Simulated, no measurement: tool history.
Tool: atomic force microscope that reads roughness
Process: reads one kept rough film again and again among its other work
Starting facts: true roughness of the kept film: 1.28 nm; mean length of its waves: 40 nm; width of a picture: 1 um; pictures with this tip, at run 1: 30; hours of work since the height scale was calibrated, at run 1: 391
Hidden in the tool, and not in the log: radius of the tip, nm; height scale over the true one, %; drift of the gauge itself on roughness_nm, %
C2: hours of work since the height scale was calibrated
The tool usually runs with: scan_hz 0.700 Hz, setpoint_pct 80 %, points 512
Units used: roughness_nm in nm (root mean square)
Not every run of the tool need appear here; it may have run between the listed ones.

Run 1, hour 0.0: usual settings; pictures with this tip 30; C2 391. Result: roughness_nm 1.176 nm (root mean square).
Run 2, hour 10.7: usual settings; pictures with this tip 49; C2 399. Result: roughness_nm 1.147 nm (root mean square).
At hour 19.0: new tip fitted.
Run 3, hour 20.5: usual settings; pictures with this tip 2; C2 407. Result: roughness_nm 1.190 nm (root mean square).
Run 4, hour 31.0: usual settings; pictures with this tip 21; C2 415. Result: roughness_nm 1.167 nm (root mean square).
Run 5, hour 38.2: usual settings; pictures with this tip 34; C2 420. Result: roughness_nm 1.162 nm (root mean square).
Run 6, hour 47.5: usual settings but points 976; pictures with this tip 50; C2 427. Result: roughness_nm 1.130 nm (root mean square).
At hour 54.4: new tip fitted.
Run 7, hour 62.6: usual settings but scan_hz 1.212 Hz; pictures with this tip 15; C2 438. Result: roughness_nm 1.166 nm (root mean square).
Run 8, hour 69.8: usual settings but scan_hz 1.212 Hz; pictures with this tip 27; C2 444. Result: roughness_nm 1.146 nm (root mean square).
Run 9, hour 83.1: usual settings; pictures with this tip 51; C2 454. Result: roughness_nm 1.130 nm (root mean square).
At hour 89.6: new tip fitted.
Run 10, hour 95.3: usual settings but setpoint_pct 72 %; pictures with this tip 10; C2 463. Result: roughness_nm 1.199 nm (root mean square).
Run 11, hour 103.8: usual settings but setpoint_pct 72 %; pictures with this tip 25; C2 470. Result: roughness_nm 1.176 nm (root mean square).
Run 12, hour 116.3: usual settings but setpoint_pct 72 %; pictures with this tip 48; C2 479. Result: roughness_nm 1.139 nm (root mean square).
At hour 125.8: new tip fitted.
Run 13, hour 128.0: usual settings but scan_hz 1.243 Hz; pictures with this tip 4; C2 488. Result: roughness_nm 1.174 nm (root mean square).
Run 14, hour 139.4: usual settings but scan_hz 1.243 Hz; pictures with this tip 24; C2 496. Result: roughness_nm 1.139 nm (root mean square).
Run 15, hour 154.0: usual settings but points 787; pictures with this tip 50; C2 508. Result: roughness_nm 1.127 nm (root mean square).
At hour 161.9: new tip fitted.
Run 16, hour 166.0: usual settings but scan_hz 1.945 Hz; pictures with this tip 8; C2 516. Result: roughness_nm 1.144 nm (root mean square).
Run 17, hour 176.8: usual settings but scan_hz 1.945 Hz; pictures with this tip 27; C2 525. Result: roughness_nm 1.119 nm (root mean square).
Run 18, hour 190.4: usual settings but scan_hz 1.945 Hz; pictures with this tip 51; C2 535. Result: roughness_nm 1.084 nm (root mean square).
At hour 197.2: new tip fitted.
Run 19, hour 205.5: usual settings but scan_hz 1.945 Hz; pictures with this tip 15; C2 546. Result: roughness_nm 1.118 nm (root mean square).
Run 20, hour 216.2: usual settings but scan_hz 1.945 Hz; pictures with this tip 34; C2 554. Result: roughness_nm 1.100 nm (root mean square).
Run 21, hour 229.5: usual settings but scan_hz 1.945 Hz; pictures with this tip 58; C2 565. Result: roughness_nm 1.069 nm (root mean square).
At hour 232.2: new tip fitted.
Run 22, hour 239.9: usual settings but scan_hz 1.945 Hz, setpoint_pct 77 %; pictures with this tip 14; C2 572. Result: roughness_nm 1.145 nm (root mean square).
Run 23, hour 253.4: usual settings but scan_hz 1.945 Hz, setpoint_pct 77 %; pictures with this tip 38; C2 582. Result: roughness_nm 1.105 nm (root mean square).
Run 24, hour 264.9: usual settings but scan_hz 1.945 Hz, setpoint_pct 77 %; pictures with this tip 59; C2 591. Result: roughness_nm 1.082 nm (root mean square).
At hour 267.2: new tip fitted.
Run 25, hour 273.5: usual settings but scan_hz 1.945 Hz, setpoint_pct 77 %; pictures with this tip 11; C2 597. Result: roughness_nm 1.144 nm (root mean square).
Run 26, hour 280.8: usual settings but scan_hz 1.945 Hz, setpoint_pct 59 %; pictures with this tip 24; C2 603. Result: roughness_nm 1.172 nm (root mean square).
At hour 282.7: height scale calibrated on a step standard.
Run 27, hour 295.8: usual settings but scan_hz 1.014 Hz, setpoint_pct 85 %; pictures with this tip 49; C2 10. Result: roughness_nm 1.096 nm (root mean square).
At hour 304.1: new tip fitted.
Run 28, hour 310.4: usual settings but scan_hz 1.014 Hz, setpoint_pct 85 %; pictures with this tip 11; C2 21. Result: roughness_nm 1.168 nm (root mean square).
Run 29, hour 321.5: usual settings but scan_hz 2.124 Hz, setpoint_pct 85 %, points 870; pictures with this tip 31; C2 29. Result: roughness_nm 1.078 nm (root mean square).
At hour 324.4: height scale calibrated on a step standard, once more.
Run 30, hour 334.2: usual settings but scan_hz 2.124 Hz, setpoint_pct 85 %, points 870; pictures with this tip 52; C2 7. Result: roughness_nm 1.062 nm (root mean square).
At hour 340.1: new tip fitted.
Run 31, hour 349.3: usual settings but scan_hz 2.124 Hz, setpoint_pct 85 %, points 870; pictures with this tip 16; C2 19. Result: roughness_nm 1.105 nm (root mean square).
Run 32, hour 360.6: usual settings but scan_hz 2.702 Hz, setpoint_pct 84 %, points 870; pictures with this tip 36; C2 27. Result: roughness_nm 1.058 nm (root mean square).
Run 33, hour 371.4: usual settings but scan_hz 1.153 Hz, setpoint_pct 87 %, points 444; pictures with this tip 55; C2 36. Result: roughness_nm 1.090 nm (root mean square).
At hour 376.1: new tip fitted.
Run 34, hour 379.0: usual settings but scan_hz 0.658 Hz, setpoint_pct 59 %, points 576; pictures with this tip 5; C2 41. Result: roughness_nm 1.227 nm (root mean square).
Run 35, hour 386.6: usual settings but scan_hz 0.658 Hz, setpoint_pct 59 %, points 576; pictures with this tip 19; C2 47. Result: roughness_nm 1.212 nm (root mean square).
Run 36, hour 400.5: usual settings but scan_hz 0.658 Hz, setpoint_pct 59 %, points 576; pictures with this tip 44; C2 57. Result: roughness_nm 1.169 nm (root mean square).
Run 37, hour 408.7: usual settings but scan_hz 0.658 Hz, setpoint_pct 59 %, points 576; pictures with this tip 58; C2 64. Result: roughness_nm 1.147 nm (root mean square).
At hour 411.9: new tip fitted.
Run 38, hour 422.9: usual settings but scan_hz 0.658 Hz, setpoint_pct 59 %, points 576; pictures with this tip 20; C2 74. Result: roughness_nm 1.216 nm (root mean square).
Run 39, hour 435.3: usual settings but scan_hz 0.658 Hz, setpoint_pct 59 %, points 576; pictures with this tip 42; C2 84. Result: roughness_nm 1.174 nm (root mean square).
Run 40, hour 443.4: usual settings but scan_hz 0.729 Hz, setpoint_pct 68 %, points 545; pictures with this tip 56; C2 90. Result: roughness_nm 1.141 nm (root mean square).
At hour 447.5: new tip fitted.
Run 41, hour 453.9: usual settings but scan_hz 0.729 Hz, setpoint_pct 68 %, points 382; pictures with this tip 11; C2 97. Result: roughness_nm 1.217 nm (root mean square).
Run 42, hour 468.2: usual settings but scan_hz 0.729 Hz, setpoint_pct 68 %, points 382; pictures with this tip 37; C2 108. Result: roughness_nm 1.162 nm (root mean square).
Run 43, hour 474.9: usual settings but scan_hz 0.729 Hz, setpoint_pct 68 %, points 382; pictures with this tip 49; C2 114. Result: roughness_nm 1.141 nm (root mean square).
Run 44, hour 481.5: usual settings but setpoint_pct 76 %; pictures with this tip 60; C2 119. Result: roughness_nm 1.134 nm (root mean square).
At hour 482.7: new tip fitted.
Run 45, hour 489.6: usual settings but scan_hz 2.100 Hz, setpoint_pct 76 %; pictures with this tip 12; C2 124. Result: roughness_nm 1.153 nm (root mean square).
Run 46, hour 503.6: usual settings but scan_hz 2.100 Hz, setpoint_pct 76 %; pictures with this tip 37; C2 135. Result: roughness_nm 1.109 nm (root mean square).
Run 47, hour 513.2: usual settings but scan_hz 0.617 Hz, setpoint_pct 76 %, points 871; pictures with this tip 54; C2 142. Result: roughness_nm 1.141 nm (root mean square).
At hour 518.4: new tip fitted.
Run 48, hour 527.8: usual settings but scan_hz 0.617 Hz, setpoint_pct 76 %, points 871; pictures with this tip 16; C2 153. Result: roughness_nm 1.198 nm (root mean square).
Run 49, hour 540.1: usual settings but scan_hz 0.617 Hz, setpoint_pct 76 %, points 871; pictures with this tip 38; C2 163. Result: roughness_nm 1.162 nm (root mean square).
Run 50, hour 550.7: usual settings but scan_hz 1.349 Hz, setpoint_pct 61 %, points 890; pictures with this tip 57; C2 171. Result: roughness_nm 1.126 nm (root mean square).
At hour 553.8: new tip fitted.
Run 51, hour 565.4: usual settings but scan_hz 2.131 Hz, points 510; pictures with this tip 21; C2 182. Result: roughness_nm 1.126 nm (root mean square).

Each row is a separate what-if for the run after 51, all from the same tool condition, not one after another. Results?
Run A, hour 572.1: usual settings but scan_hz 2.646 Hz, setpoint_pct 63 %, points 324; pictures with this tip 33; C2 187. Result: roughness_nm ?.
Run B, hour 572.1: usual settings but scan_hz 2.003 Hz, points 510; pictures with this tip 33; C2 187. Result: roughness_nm ?.
Run C, hour 572.1: usual settings but scan_hz 0.847 Hz; pictures with this tip 33; C2 187. Result: roughness_nm ?.

run  roughness_nm
  A         1.146
  B         1.100
  C         1.153
With the hidden condition removed and each run's random variation left untouched, the same runs would have given:
run  roughness_nm
  A         1.199
  B         1.151
  C         1.207

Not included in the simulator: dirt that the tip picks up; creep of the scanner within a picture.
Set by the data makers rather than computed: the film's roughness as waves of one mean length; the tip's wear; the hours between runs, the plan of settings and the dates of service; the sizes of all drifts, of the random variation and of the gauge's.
